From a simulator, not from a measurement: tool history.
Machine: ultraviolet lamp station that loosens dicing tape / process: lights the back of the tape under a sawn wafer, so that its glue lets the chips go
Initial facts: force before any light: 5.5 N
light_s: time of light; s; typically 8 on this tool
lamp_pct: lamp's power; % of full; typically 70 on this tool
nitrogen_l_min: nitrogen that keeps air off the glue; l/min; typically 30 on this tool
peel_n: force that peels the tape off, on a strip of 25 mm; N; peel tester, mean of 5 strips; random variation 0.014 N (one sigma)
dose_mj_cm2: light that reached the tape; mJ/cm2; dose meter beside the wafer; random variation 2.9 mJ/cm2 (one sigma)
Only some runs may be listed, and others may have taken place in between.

run 1 hour=0.0 | light_s=8 lamp_pct=70 nitrogen_l_min=30 | peel_n=0.990 dose_mj_cm2=327
run 2 hour=15.3 | light_s=8 lamp_pct=70 nitrogen_l_min=30 | peel_n=0.984 dose_mj_cm2=326
run 3 hour=29.1 | light_s=8 lamp_pct=70 nitrogen_l_min=30 | peel_n=1.030 dose_mj_cm2=330
run 4 hour=44.0 | light_s=8 lamp_pct=70 nitrogen_l_min=30 | peel_n=1.008 dose_mj_cm2=322
run 5 hour=54.8 | light_s=8 lamp_pct=70 nitrogen_l_min=30 | peel_n=1.028 dose_mj_cm2=317
-- hour=61.7 window cleaned of glue's vapour
run 6 hour=69.3 | light_s=8 lamp_pct=70 nitrogen_l_min=30 | peel_n=0.770 dose_mj_cm2=382
run 7 hour=79.1 | light_s=8 lamp_pct=70 nitrogen_l_min=30 | peel_n=0.788 dose_mj_cm2=388
run 8 hour=86.3 | light_s=8 lamp_pct=70 nitrogen_l_min=30 | peel_n=0.779 dose_mj_cm2=382
run 9 hour=95.1 | light_s=8 lamp_pct=70 nitrogen_l_min=40 | peel_n=0.694 dose_mj_cm2=386
run 10 hour=102.7 | light_s=8 lamp_pct=70 nitrogen_l_min=40 | peel_n=0.711 dose_mj_cm2=377
run 11 hour=110.5 | light_s=8 lamp_pct=70 nitrogen_l_min=10 | peel_n=1.245 dose_mj_cm2=379
run 12 hour=120.6 | light_s=8 lamp_pct=70 nitrogen_l_min=10 | peel_n=1.246 dose_mj_cm2=381
run 13 hour=135.2 | light_s=8 lamp_pct=70 nitrogen_l_min=10 | peel_n=1.248 dose_mj_cm2=380
run 14 hour=149.3 | light_s=8 lamp_pct=70 nitrogen_l_min=10 | peel_n=1.293 dose_mj_cm2=379
run 15 hour=159.3 | light_s=5 lamp_pct=70 nitrogen_l_min=30 | peel_n=1.574 dose_mj_cm2=235
run 16 hour=166.6 | light_s=13 lamp_pct=70 nitrogen_l_min=30 | peel_n=0.370 dose_mj_cm2=607
run 17 hour=177.9 | light_s=8 lamp_pct=70 nitrogen_l_min=30 | peel_n=0.831 dose_mj_cm2=377
run 18 hour=190.8 | light_s=8 lamp_pct=70 nitrogen_l_min=30 | peel_n=0.798 dose_mj_cm2=366
run 19 hour=197.7 | light_s=8 lamp_pct=70 nitrogen_l_min=30 | peel_n=0.827 dose_mj_cm2=368
run 20 hour=210.5 | light_s=8 lamp_pct=70 nitrogen_l_min=30 | peel_n=0.841 dose_mj_cm2=363
run 21 hour=222.2 | light_s=8 lamp_pct=70 nitrogen_l_min=30 | peel_n=0.838 dose_mj_cm2=363
run 22 hour=237.5 | light_s=8 lamp_pct=70 nitrogen_l_min=46 | peel_n=0.730 dose_mj_cm2=363
run 23 hour=248.0 | light_s=8 lamp_pct=90 nitrogen_l_min=46 | peel_n=0.489 dose_mj_cm2=471
run 24 hour=264.2 | light_s=11 lamp_pct=77 nitrogen_l_min=15 | peel_n=0.575 dose_mj_cm2=545
run 25 hour=277.4 | light_s=11 lamp_pct=77 nitrogen_l_min=15 | peel_n=0.627 dose_mj_cm2=546
run 26 hour=293.4 | light_s=11 lamp_pct=77 nitrogen_l_min=15 | peel_n=0.605 dose_mj_cm2=538
run 27 hour=306.1 | light_s=11 lamp_pct=84 nitrogen_l_min=11 | peel_n=0.651 dose_mj_cm2=587
run 28 hour=320.7 | light_s=5 lamp_pct=91 nitrogen_l_min=33 | peel_n=1.168 dose_mj_cm2=290
run 29 hour=329.5 | light_s=5 lamp_pct=91 nitrogen_l_min=33 | peel_n=1.184 dose_mj_cm2=284
run 30 hour=344.3 | light_s=12 lamp_pct=81 nitrogen_l_min=21 | peel_n=0.428 dose_mj_cm2=610
run 31 hour=359.3 | light_s=12 lamp_pct=81 nitrogen_l_min=47 | peel_n=0.350 dose_mj_cm2=600
run 32 hour=372.3 | light_s=12 lamp_pct=81 nitrogen_l_min=47 | peel_n=0.332 dose_mj_cm2=606
run 33 hour=381.9 | light_s=12 lamp_pct=81 nitrogen_l_min=47 | peel_n=0.345 dose_mj_cm2=594
run 34 hour=390.4 | light_s=8 lamp_pct=69 nitrogen_l_min=26 | peel_n=1.033 dose_mj_cm2=342
run 35 hour=401.2 | light_s=8 lamp_pct=70 nitrogen_l_min=38 | peel_n=0.873 dose_mj_cm2=340
run 36 hour=414.9 | light_s=4 lamp_pct=64 nitrogen_l_min=38 | peel_n=2.216 dose_mj_cm2=155
run 37 hour=427.7 | light_s=5 lamp_pct=68 nitrogen_l_min=12 | peel_n=2.237 dose_mj_cm2=205
run 38 hour=438.9 | light_s=5 lamp_pct=68 nitrogen_l_min=12 | peel_n=2.290 dose_mj_cm2=203
run 39 hour=449.1 | light_s=5 lamp_pct=68 nitrogen_l_min=33 | peel_n=1.770 dose_mj_cm2=207
run 40 hour=458.5 | light_s=8 lamp_pct=95 nitrogen_l_min=30 | peel_n=0.588 dose_mj_cm2=453
run 41 hour=473.4 | light_s=8 lamp_pct=90 nitrogen_l_min=53 | peel_n=0.535 dose_mj_cm2=429
run 42 hour=481.9 | light_s=7 lamp_pct=65 nitrogen_l_min=24 | peel_n=1.413 dose_mj_cm2=270
run 43 hour=493.5 | light_s=8 lamp_pct=61 nitrogen_l_min=11 | peel_n=1.698 dose_mj_cm2=290
run 44 hour=508.4 | light_s=5 lamp_pct=96 nitrogen_l_min=11 | peel_n=1.726 dose_mj_cm2=285

Some steps in peel_n between neighbouring runs. How much of each would the tool show without its hidden state too (settings, what came in, random variation), and how much is left for the hidden state, with any gauge scatter that isn't in both results?
Unlogged tool condition in this case: lamp's light, % of a new lamp's; light that the window lets through, % of a clean one's; drift of the gauge itself on peel_n, %; drift of the gauge itself on dose_mj_cm2, %.
Run 5 -> 6: window cleaned of glue's vapour. peel_n -0.258 N: hidden state -0.252, all else -0.006.
Run 15 -> 16: light_s 5 -> 13. peel_n -1.204 N: hidden state -0.178, all else -1.026.
Run 35 -> 36: light_s 8 -> 4, lamp_pct 70 -> 64. peel_n +1.343 N: hidden state +0.169, all else +1.174.
Run 39 -> 40: light_s 5 -> 8, lamp_pct 68 -> 95, nitrogen_l_min 33 -> 30. peel_n -1.182 N: hidden state -0.240, all else -0.942.
Run 41 -> 42: light_s 8 -> 7, lamp_pct 90 -> 65, nitrogen_l_min 53 -> 24. peel_n +0.878 N: hidden state +0.241, all else +0.637.

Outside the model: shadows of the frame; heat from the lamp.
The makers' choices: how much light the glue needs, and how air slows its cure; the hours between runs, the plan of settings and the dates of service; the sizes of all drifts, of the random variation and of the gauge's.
